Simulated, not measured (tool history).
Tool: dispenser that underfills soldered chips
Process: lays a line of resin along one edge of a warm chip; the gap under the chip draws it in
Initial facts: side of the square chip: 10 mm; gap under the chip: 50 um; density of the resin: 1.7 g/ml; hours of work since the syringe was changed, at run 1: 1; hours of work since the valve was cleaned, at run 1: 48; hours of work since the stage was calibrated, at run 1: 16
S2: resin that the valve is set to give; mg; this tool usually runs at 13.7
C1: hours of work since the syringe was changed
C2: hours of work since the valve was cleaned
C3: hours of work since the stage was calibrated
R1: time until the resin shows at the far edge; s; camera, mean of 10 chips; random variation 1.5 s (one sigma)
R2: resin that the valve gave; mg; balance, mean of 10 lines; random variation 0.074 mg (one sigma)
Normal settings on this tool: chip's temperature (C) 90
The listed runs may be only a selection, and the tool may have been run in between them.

{"run": 1, "hour": 0.0, "chip's temperature (C)": 90, "S2": 13.7, "C1": 1, "C2": 48, "C3": 16, "R1": 152.6, "R2": 13.09}
{"run": 2, "hour": 2.7, "chip's temperature (C)": 90, "S2": 13.7, "C1": 3, "C2": 50, "C3": 18, "R1": 177.9, "R2": 13.06}
{"run": 3, "hour": 6.5, "chip's temperature (C)": 90, "S2": 13.7, "C1": 6, "C2": 53, "C3": 21, "R1": 217, "R2": 13.07}
{"run": 4, "hour": 11.9, "chip's temperature (C)": 88, "S2": 13.7, "C1": 10, "C2": 57, "C3": 25, "R1": 310.7, "R2": 13.14}
{"hour": 14.8, "done": "new syringe of resin"}
{"run": 5, "hour": 16.6, "chip's temperature (C)": 88, "S2": 13.7, "C1": 1, "C2": 60, "C3": 28, "R1": 164.2, "R2": 13}
{"run": 6, "hour": 21.6, "chip's temperature (C)": 88, "S2": 13.7, "C1": 5, "C2": 64, "C3": 31, "R1": 219, "R2": 12.82}
{"run": 7, "hour": 27.5, "chip's temperature (C)": 92, "S2": 13.7, "C1": 9, "C2": 68, "C3": 36, "R1": 267.6, "R2": 12.96}
{"hour": 31.3, "done": "new syringe of resin"}
{"run": 8, "hour": 31.4, "chip's temperature (C)": 90, "S2": 13.7, "C1": 0, "C2": 70, "C3": 38, "R1": 139.1, "R2": 13.01}
{"run": 9, "hour": 34.9, "chip's temperature (C)": 90, "S2": 13.7, "C1": 3, "C2": 73, "C3": 41, "R1": 171.2, "R2": 12.95}
{"run": 10, "hour": 38.1, "chip's temperature (C)": 78, "S2": 13.7, "C1": 5, "C2": 75, "C3": 43, "R1": 290.6, "R2": 12.86}
{"run": 11, "hour": 41.4, "chip's temperature (C)": 78, "S2": 12.5, "C1": 7, "C2": 78, "C3": 45, "R1": 361.1, "R2": 11.78}
{"run": 12, "hour": 45.8, "chip's temperature (C)": 78, "S2": 12.5, "C1": 10, "C2": 81, "C3": 49, "R1": 457.6, "R2": 11.64}
{"hour": 48.1, "done": "new syringe of resin"}
{"run": 13, "hour": 50.9, "chip's temperature (C)": 101, "S2": 17.4, "C1": 2, "C2": 84, "C3": 52, "R1": 117.6, "R2": 16.25}
{"run": 14, "hour": 55.1, "chip's temperature (C)": 101, "S2": 17.4, "C1": 5, "C2": 87, "C3": 55, "R1": 151.4, "R2": 16.36}
{"run": 15, "hour": 60.2, "chip's temperature (C)": 100, "S2": 16.4, "C1": 9, "C2": 91, "C3": 59, "R1": 199, "R2": 15.33}
{"run": 16, "hour": 62.9, "chip's temperature (C)": 90, "S2": 13.8, "C1": 11, "C2": 93, "C3": 61, "R1": 324.8, "R2": 12.83}
{"hour": 64.6, "done": "new syringe of resin"}
{"run": 17, "hour": 67.2, "chip's temperature (C)": 104, "S2": 12.6, "C1": 2, "C2": 96, "C3": 64, "R1": 109.3, "R2": 11.46}
{"run": 18, "hour": 72.2, "chip's temperature (C)": 85, "S2": 15.3, "C1": 5, "C2": 99, "C3": 67, "R1": 247.7, "R2": 14.15}
{"run": 19, "hour": 75.9, "chip's temperature (C)": 103, "S2": 14, "C1": 8, "C2": 102, "C3": 70, "R1": 180.3, "R2": 12.81}
{"run": 20, "hour": 79.4, "chip's temperature (C)": 103, "S2": 14, "C1": 11, "C2": 105, "C3": 72, "R1": 217.9, "R2": 12.83}
{"hour": 81.3, "done": "new syringe of resin"}
{"run": 21, "hour": 83.1, "chip's temperature (C)": 91, "S2": 17.1, "C1": 1, "C2": 107, "C3": 75, "R1": 147.6, "R2": 15.73}

What will run 22 give?
{"run": 22, "hour": 86.3, "chip's temperature (C)": 93, "S2": 13.2, "C1": 4, "C2": 109, "C3": 77, "R1": "?", "R2": "?"}

R1: 169.4 s
R2: 12.01 mg
Had the tool carried no hidden state, the very same run would have given R1 130.8 s, R2 13.15 mg.
